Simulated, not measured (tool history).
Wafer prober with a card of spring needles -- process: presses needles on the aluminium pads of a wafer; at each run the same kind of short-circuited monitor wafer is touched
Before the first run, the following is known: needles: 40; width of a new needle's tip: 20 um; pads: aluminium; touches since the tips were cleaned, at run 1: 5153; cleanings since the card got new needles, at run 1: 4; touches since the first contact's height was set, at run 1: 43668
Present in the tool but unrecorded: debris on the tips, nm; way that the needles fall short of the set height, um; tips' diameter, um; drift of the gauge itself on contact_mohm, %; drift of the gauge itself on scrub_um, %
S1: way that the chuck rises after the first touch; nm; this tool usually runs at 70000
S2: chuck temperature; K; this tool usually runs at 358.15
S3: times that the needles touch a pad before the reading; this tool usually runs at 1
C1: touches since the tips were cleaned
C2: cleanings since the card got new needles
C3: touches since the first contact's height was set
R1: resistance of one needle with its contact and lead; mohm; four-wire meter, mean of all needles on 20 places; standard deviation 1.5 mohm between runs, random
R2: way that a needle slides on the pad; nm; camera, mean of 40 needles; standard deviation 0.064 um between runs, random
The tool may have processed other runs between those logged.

| run | hour | S1 | S2 | S3 | C1 | C2 | C3 | R1 | R2 |
|---|---|---|---|---|---|---|---|---|---|
| 1 | 0 | 70000 | 358.15 | 1 | 5153 | 4 | 43668 | 144 | 19500 |
|  | 15.1 | tips cleaned on abrasive film |
|  | 49.9 | tips cleaned on abrasive film |
| 2 | 50.3 | 70000 | 357.15 | 1 | 109 | 6 | 56398 | 143 | 19450 |
|  | 84 | tips cleaned on abrasive film |
| 3 | 97.6 | 70000 | 358.15 | 1 | 3453 | 7 | 68402 | 143 | 19640 |
|  | 118.6 | tips cleaned on abrasive film |
| 4 | 133.5 | 65000 | 358.15 | 1 | 3781 | 8 | 77491 | 145 | 18260 |
|  | 151.8 | tips cleaned on abrasive film |
| 5 | 177.2 | 65000 | 358.15 | 1 | 6479 | 9 | 88587 | 144 | 18250 |
|  | 186.1 | tips cleaned on abrasive film |
|  | 221 | tips cleaned on abrasive film |
| 6 | 223.9 | 65000 | 358.15 | 1 | 748 | 11 | 100391 | 145 | 18290 |
|  | 255 | tips cleaned on abrasive film |
| 7 | 279.8 | 65000 | 358.15 | 1 | 6296 | 12 | 114574 | 144 | 18280 |
|  | 288.1 | tips cleaned on abrasive film |
|  | 323.5 | tips cleaned on abrasive film |
| 8 | 327 | 65000 | 358.15 | 1 | 872 | 14 | 126510 | 144 | 18150 |
|  | 358.1 | tips cleaned on abrasive film |
| 9 | 358.1 | 65000 | 358.15 | 1 | 0 | 15 | 134404 | 146 | 18310 |
| 10 | 389.3 | 65000 | 358.15 | 1 | 7926 | 15 | 142330 | 142 | 18310 |
|  | 392 | tips cleaned on abrasive film |
| 11 | 421.1 | 64000 | 358.15 | 1 | 7380 | 16 | 150381 | 143 | 18050 |
|  | 426.4 | tips cleaned on abrasive film |
| 12 | 452.9 | 64000 | 299.15 | 1 | 6730 | 17 | 158445 | 135 | 18010 |
|  | 461.1 | tips cleaned on abrasive film |
| 13 | 478.3 | 64000 | 299.15 | 1 | 4351 | 18 | 164859 | 132 | 18010 |
|  | 495.8 | tips cleaned on abrasive film |
| 14 | 517.6 | 55000 | 300.15 | 1 | 5533 | 19 | 174835 | 137 | 15520 |
|  | 529.5 | tips cleaned on abrasive film |
| 15 | 551.2 | 57000 | 308.15 | 3 | 5503 | 20 | 183346 | 137 | 16110 |
|  | 562.5 | tips cleaned on abrasive film |
| 16 | 588.8 | 57000 | 308.15 | 3 | 6683 | 21 | 192877 | 139 | 16120 |
|  | 599.8 | tips cleaned on abrasive film |
| 17 | 623.8 | 57000 | 308.15 | 3 | 6107 | 22 | 201742 | 136 | 16160 |
|  | 632.9 | tips cleaned on abrasive film |
|  | 655.7 | height of the first contact set anew |
| 18 | 659.8 | 57000 | 308.15 | 3 | 6774 | 23 | 1061 | 136 | 16040 |
|  | 666 | tips cleaned on abrasive film |
| 19 | 696.2 | 57000 | 309.15 | 3 | 7679 | 24 | 10283 | 137 | 16170 |
|  | 699.7 | tips cleaned on abrasive film |
| 20 | 728.1 | 57000 | 309.15 | 3 | 7209 | 25 | 18362 | 135 | 16040 |
|  | 733 | tips cleaned on abrasive film |
| 21 | 755.3 | 57000 | 309.15 | 3 | 5660 | 26 | 25234 | 137 | 16140 |
|  | 770 | tips cleaned on abrasive film |
| 22 | 791.7 | 70000 | 314.15 | 3 | 5529 | 27 | 34474 | 137 | 19770 |

Each row is a separate what-if for the run after 22, all from the same tool condition, not one after another. Results?
|  | 803.8 | tips cleaned on abrasive film |
|  | 837 | tips cleaned on abrasive film |
| A | 838 | 76000 | 314.15 | 3 | 256 | 29 | 46197 | ? | ? |
|  | 803.8 | tips cleaned on abrasive film |
|  | 837 | tips cleaned on abrasive film |
| B | 838 | 74000 | 314.15 | 2 | 256 | 29 | 46197 | ? | ? |
|  | 803.8 | tips cleaned on abrasive film |
|  | 837 | tips cleaned on abrasive film |
| C | 838 | 54000 | 347.15 | 3 | 256 | 29 | 46197 | ? | ? |
|  | 803.8 | tips cleaned on abrasive film |
|  | 837 | tips cleaned on abrasive film |
| D | 838 | 70000 | 364.15 | 2 | 256 | 29 | 46197 | ? | ? |
|  | 803.8 | tips cleaned on abrasive film |
|  | 837 | tips cleaned on abrasive film |
| E | 838 | 70000 | 314.15 | 1 | 256 | 29 | 46197 | ? | ? |

| run | R1 | R2 |
|---|---|---|
| A | 133 | 21440 |
| B | 134 | 21030 |
| C | 146 | 15330 |
| D | 143 | 19850 |
| E | 138 | 19890 |
Without the tool's unlogged condition, the same runs would have read:
| run | R1 | R2 |
|---|---|---|
| A | 133 | 21140 |
| B | 134 | 20740 |
| C | 146 | 15120 |
| D | 142 | 19570 |
| E | 138 | 19620 |
